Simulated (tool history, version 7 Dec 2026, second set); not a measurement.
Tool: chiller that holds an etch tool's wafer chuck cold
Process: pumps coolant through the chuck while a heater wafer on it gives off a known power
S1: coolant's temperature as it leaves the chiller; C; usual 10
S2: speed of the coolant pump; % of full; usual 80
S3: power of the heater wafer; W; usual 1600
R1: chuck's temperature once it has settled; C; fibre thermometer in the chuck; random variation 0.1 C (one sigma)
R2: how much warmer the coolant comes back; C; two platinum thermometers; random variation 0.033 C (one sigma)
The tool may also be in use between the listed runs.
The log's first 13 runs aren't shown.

{"run": 14, "day": 14.033, "S1": 10, "S2": 80, "S3": 1511, "R1": 20, "R2": 4.75}
{"run": 15, "day": 14.796, "S1": 10, "S2": 80, "S3": 1398, "R1": 19.2, "R2": 4.4}
{"run": 16, "day": 15.817, "S1": 10, "S2": 80, "S3": 1600, "R1": 20.7, "R2": 5.03}
{"run": 17, "day": 16.938, "S1": 10, "S2": 82, "S3": 1350, "R1": 18.7, "R2": 4.18}
{"run": 18, "day": 17.683, "S1": 10, "S2": 82, "S3": 1350, "R1": 18.6, "R2": 4.18}
{"run": 19, "day": 18.729, "S1": 10, "S2": 82, "S3": 1350, "R1": 18.7, "R2": 4.19}
{"run": 20, "day": 20.208, "S1": 10, "S2": 80, "S3": 1153, "R1": 17.6, "R2": 3.72}
{"run": 21, "day": 21.821, "S1": 11, "S2": 91, "S3": 1600, "R1": 20.4, "R2": 4.43}
{"run": 22, "day": 22.667, "S1": 11, "S2": 91, "S3": 1600, "R1": 20.2, "R2": 4.47}
{"run": 23, "day": 23.375, "S1": 10, "S2": 80, "S3": 1380, "R1": 19.2, "R2": 4.42}
{"run": 24, "day": 24.088, "S1": 10, "S2": 80, "S3": 1380, "R1": 19.2, "R2": 4.49}
{"run": 25, "day": 25.104, "S1": 19, "S2": 72, "S3": 2323, "R1": 35.7, "R2": 8.04}
{"run": 26, "day": 26.696, "S1": 19, "S2": 72, "S3": 2323, "R1": 35.8, "R2": 8.14}
{"run": 27, "day": 27.967, "S1": 19, "S2": 72, "S3": 1641, "R1": 30.8, "R2": 5.93}
{"run": 28, "day": 29.138, "S1": 19, "S2": 72, "S3": 1641, "R1": 30.9, "R2": 5.87}
{"run": 29, "day": 29.804, "S1": 3, "S2": 72, "S3": 1641, "R1": 14.8, "R2": 5.86}
{"run": 30, "day": 31.379, "S1": 3, "S2": 62, "S3": 1289, "R1": 13.7, "R2": 5.49}
{"day": 31.833, "done": "gauge calibrated"}
{"run": 31, "day": 32.575, "S1": 18, "S2": 90, "S3": 1428, "R1": 26.5, "R2": 3.85}

3 ways to go on from here, each from the tool as it stands after run 31. What would each give?
{"run": "A", "day": 33.479, "S1": 10, "S2": 67, "S3": 817, "R1": "?", "R2": "?"}
{"run": "B", "day": 33.479, "S1": 10, "S2": 82, "S3": 1600, "R1": "?", "R2": "?"}
{"run": "C", "day": 33.479, "S1": 15, "S2": 90, "S3": 1428, "R1": "?", "R2": "?"}

run=A R1=16.3 R2=2.98
run=B R1=20.3 R2=4.69
run=C R1=23.4 R2=3.79
Without the tool's hidden state the same runs would have given:
run=A R1=16.3 R2=2.95
run=B R1=20.3 R2=4.66
run=C R1=23.4 R2=3.76
